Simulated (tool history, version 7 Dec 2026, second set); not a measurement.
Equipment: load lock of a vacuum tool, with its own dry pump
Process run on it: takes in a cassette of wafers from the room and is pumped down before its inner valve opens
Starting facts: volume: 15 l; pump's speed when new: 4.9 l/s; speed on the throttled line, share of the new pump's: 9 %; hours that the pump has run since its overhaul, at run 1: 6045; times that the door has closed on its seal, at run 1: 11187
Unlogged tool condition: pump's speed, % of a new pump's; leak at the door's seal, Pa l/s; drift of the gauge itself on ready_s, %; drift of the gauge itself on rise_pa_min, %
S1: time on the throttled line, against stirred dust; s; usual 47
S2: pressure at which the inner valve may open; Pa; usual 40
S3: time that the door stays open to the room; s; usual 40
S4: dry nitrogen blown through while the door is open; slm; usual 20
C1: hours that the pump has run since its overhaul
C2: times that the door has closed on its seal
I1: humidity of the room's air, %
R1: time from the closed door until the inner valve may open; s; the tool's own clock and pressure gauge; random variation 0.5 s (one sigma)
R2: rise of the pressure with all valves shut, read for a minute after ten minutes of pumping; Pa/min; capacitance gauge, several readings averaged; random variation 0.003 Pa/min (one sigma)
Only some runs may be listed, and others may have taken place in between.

Run 1, hour 0.0: usual settings; C1 6045; C2 11187; I1 39.6. Result: R1 69.2 s, R2 0.079 Pa/min.
Run 2, hour 247.6: usual settings but S4 6 slm; C1 6292; C2 11987; I1 45.7. Result: R1 68.9 s, R2 0.097 Pa/min.
Run 3, hour 531.1: usual settings but S4 6 slm; C1 6576; C2 12903; I1 44.8. Result: R1 68.8 s, R2 0.103 Pa/min.
Run 4, hour 792.3: usual settings but S1 40 s, S4 6 slm; C1 6837; C2 13747; I1 45.2. Result: R1 63.1 s, R2 0.108 Pa/min.
Run 5, hour 1167.9: usual settings but S1 40 s, S4 6 slm; C1 7213; C2 14961; I1 45.7. Result: R1 63.7 s, R2 0.119 Pa/min.
Run 6, hour 1372.5: usual settings but S1 40 s, S4 6 slm; C1 7417; C2 15621; I1 50.2. Result: R1 63.5 s, R2 0.124 Pa/min.
Run 7, hour 1754.2: usual settings but S1 40 s, S4 6 slm; C1 7799; C2 16855; I1 43.1. Result: R1 63.4 s, R2 0.130 Pa/min.
Run 8, hour 2012.6: usual settings but S1 40 s, S4 6 slm; C1 8057; C2 17689; I1 43.6. Result: R1 63.8 s, R2 0.134 Pa/min.
Run 9, hour 2214.9: usual settings; C1 8260; C2 18343; I1 48.2. Result: R1 70.7 s, R2 0.129 Pa/min.
Run 10, hour 2448.0: usual settings; C1 8493; C2 19096; I1 43.6. Result: R1 70.6 s, R2 0.134 Pa/min.
Run 11, hour 2788.8: usual settings; C1 8834; C2 20197; I1 42.4. Result: R1 70.3 s, R2 0.137 Pa/min.
Run 12, hour 3138.6: usual settings; C1 9184; C2 21328; I1 45.8. Result: R1 70.1 s, R2 0.152 Pa/min.
Run 13, hour 3486.8: usual settings but S1 46 s; C1 9532; C2 22452; I1 43.5. Result: R1 69.4 s, R2 0.158 Pa/min.
Run 14, hour 3664.5: usual settings but S1 46 s; C1 9709; C2 23026; I1 42.1. Result: R1 69.9 s, R2 0.164 Pa/min.
Run 15, hour 3859.5: usual settings; C1 9904; C2 23657; I1 46.4. Result: R1 69.9 s, R2 0.167 Pa/min.
Run 16, hour 4236.1: usual settings but S2 31 Pa; C1 10281; C2 24873; I1 47.4. Result: R1 71.2 s, R2 0.174 Pa/min.
Run 17, hour 4608.1: usual settings but S2 42 Pa; C1 10653; C2 26075; I1 48.3. Result: R1 70.5 s, R2 0.187 Pa/min.
Run 18, hour 4820.8: usual settings but S3 211 s; C1 10866; C2 26762; I1 47.6. Result: R1 71.5 s, R2 0.253 Pa/min.
Run 19, hour 5165.1: usual settings but S2 41 Pa, S4 19 slm; C1 11210; C2 27875; I1 43.2. Result: R1 71.2 s, R2 0.198 Pa/min.
Run 20, hour 5440.7: usual settings but S2 41 Pa, S4 19 slm; C1 11486; C2 28765; I1 45.5. Result: R1 71.9 s, R2 0.216 Pa/min.
Run 21, hour 5727.8: usual settings but S4 24 slm; C1 11773; C2 29692; I1 42.0. Result: R1 71.6 s, R2 0.217 Pa/min.
Run 22, hour 6094.3: usual settings but S3 30 s; C1 12139; C2 30877; I1 48.3. Result: R1 72.0 s, R2 0.234 Pa/min.
Run 23, hour 6272.4: usual settings but S1 69 s, S2 73 Pa, S3 30 s; C1 12317; C2 31452; I1 43.5. Result: R1 88.9 s, R2 0.240 Pa/min.
Run 24, hour 6493.2: usual settings but S1 49 s, S2 33 Pa; C1 12538; C2 32165; I1 44.0. Result: R1 73.4 s, R2 0.242 Pa/min.
Run 25, hour 6731.7: usual settings but S1 87 s, S2 31 Pa, S3 83 s; C1 12777; C2 32936; I1 44.6. Result: R1 107.9 s, R2 0.274 Pa/min.
Run 26, hour 7002.6: usual settings but S1 87 s, S2 31 Pa, S3 83 s; C1 13048; C2 33811; I1 43.8. Result: R1 107.4 s, R2 0.284 Pa/min.
Run 27, hour 7270.8: usual settings but S1 87 s, S2 31 Pa, S3 83 s; C1 13316; C2 34677; I1 47.9. Result: R1 108.2 s, R2 0.297 Pa/min.
Run 28, hour 7594.9: usual settings but S1 87 s, S2 31 Pa, S3 83 s; C1 13640; C2 35725; I1 47.6. Result: R1 109.3 s, R2 0.307 Pa/min.
Run 29, hour 7836.0: usual settings but S1 33 s, S4 12 slm; C1 13881; C2 36504; I1 44.6. Result: R1 60.0 s, R2 0.293 Pa/min.
Run 30, hour 8123.1: usual settings but S1 42 s, S2 35 Pa, S3 44 s; C1 14168; C2 37431; I1 45.2. Result: R1 68.3 s, R2 0.309 Pa/min.
Run 31, hour 8376.3: usual settings but S1 45 s, S3 170 s; C1 14421; C2 38249; I1 48.7. Result: R1 70.7 s, R2 0.353 Pa/min.
Run 32, hour 8755.3: usual settings but S1 31 s, S2 31 Pa, S3 80 s, S4 31 slm; C1 14800; C2 39473; I1 47.2. Result: R1 60.6 s, R2 0.342 Pa/min.
Run 33, hour 8973.8: usual settings but S1 30 s, S2 31 Pa; C1 15019; C2 40179; I1 44.0. Result: R1 59.2 s, R2 0.330 Pa/min.
Run 34, hour 9259.0: usual settings but S1 30 s, S2 31 Pa; C1 15304; C2 41101; I1 49.5. Result: R1 60.2 s, R2 0.344 Pa/min.
Run 35, hour 9444.0: usual settings but S3 185 s; C1 15489; C2 41699; I1 43.4. Result: R1 74.2 s, R2 0.396 Pa/min.
Run 36, hour 9724.1: usual settings but S3 185 s; C1 15769; C2 42604; I1 44.3. Result: R1 73.7 s, R2 0.408 Pa/min.

How would selected steps in R1 from run to run divide? Give the signed amount a tool lacking its hidden state would still show from settings, what came in and random variation, and the signed amount left for the hidden state, including any gauge scatter that is not in both of the compared results.
Run 22 -> 23: S1 47 -> 69, S2 40 -> 73. R1 +16.9 s: hidden state -0.8, all else +17.7.
Run 23 -> 24: S1 69 -> 49, S2 73 -> 33, S3 30 -> 40. R1 -15.5 s: hidden state +1.1, all else -16.6.
Run 24 -> 25: S1 49 -> 87, S2 33 -> 31, S3 40 -> 83. R1 +34.5 s: hidden state -0.7, all else +35.2.
Run 28 -> 29: S1 87 -> 33, S2 31 -> 40, S3 83 -> 40, S4 20 -> 12. R1 -49.3 s: hidden state +1.2, all else -50.5.
Run 31 -> 32: S1 45 -> 31, S2 40 -> 31, S3 170 -> 80, S4 20 -> 31. R1 -10.1 s: hidden state +0.9, all else -11.0.
